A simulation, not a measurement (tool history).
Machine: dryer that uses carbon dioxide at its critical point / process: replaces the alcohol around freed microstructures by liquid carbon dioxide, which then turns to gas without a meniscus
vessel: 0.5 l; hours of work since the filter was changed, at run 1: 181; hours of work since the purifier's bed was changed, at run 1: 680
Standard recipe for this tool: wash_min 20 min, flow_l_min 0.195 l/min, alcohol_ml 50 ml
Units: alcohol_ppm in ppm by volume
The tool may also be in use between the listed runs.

run,hour,wash_min,flow_l_min,alcohol_ml,hours of work since the filter was changed,hours of work since the purifier's bed was changed,alcohol_ppm
1,0.0,20,0.195,50,181,680,279
2,24.5,20,0.195,50,195,694,284
3,43.7,20,0.195,50,206,705,287
4,58.6,20,0.195,68,215,713,368
5,76.5,20,0.195,68,225,724,390
6,102.1,20,0.195,68,240,738,384
7,117.2,20,0.195,67,248,747,391
8,142.2,20,0.195,67,262,761,387
9,159.2,20,0.195,67,272,771,404
10,177.2,20,0.195,33,282,781,227
11,192.3,20,0.195,33,291,790,229
12,213.4,20,0.195,33,303,802,235
13,245.0,20,0.195,50,321,820,343
14,272.7,20,0.195,51,337,835,365
15,298.4,20,0.195,51,351,850,360
16,317.1,20,0.195,51,362,861,375
17,339.9,20,0.219,50,375,874,210
18,356.9,14,0.199,50,385,883,1671
19,379.7,14,0.199,50,398,896,1705
20,401.0,26,0.199,50,410,909,111
21,430.3,26,0.199,50,427,925,125
# hour 456.4: inlet filter changed
22,456.8,13,0.195,26,0,940,920
23,472.0,20,0.199,50,9,948,218
24,491.6,20,0.199,50,20,960,229
25,524.0,21,0.195,81,39,978,285
26,538.3,21,0.210,100,47,986,226
27,570.6,14,0.141,50,65,1005,4384
28,595.8,14,0.141,50,80,1019,4450

Some steps in alcohol_ppm between neighbouring runs. How much of each would the tool show without its hidden state too (settings, what came in, random variation), and how much is left for the hidden state, with any gauge scatter that isn't in both results?
Hidden state present: flow that reaches the vessel past the clogged filter, %; alcohol in the recycled carbon dioxide, ppm; drift of the gauge itself on alcohol_ppm, %.
Run 17 -> 18: wash_min 20 -> 14, flow_l_min 0.219 -> 0.199. alcohol_ppm +1461 ppm by volume: hidden state +485, all else +976.
Run 19 -> 20: wash_min 14 -> 26. alcohol_ppm -1594 ppm by volume: hidden state -552, all else -1042.
Run 26 -> 27: wash_min 21 -> 14, flow_l_min 0.210 -> 0.141, alcohol_ml 100 -> 50. alcohol_ppm +4158 ppm by volume: hidden state +222, all else +3936.
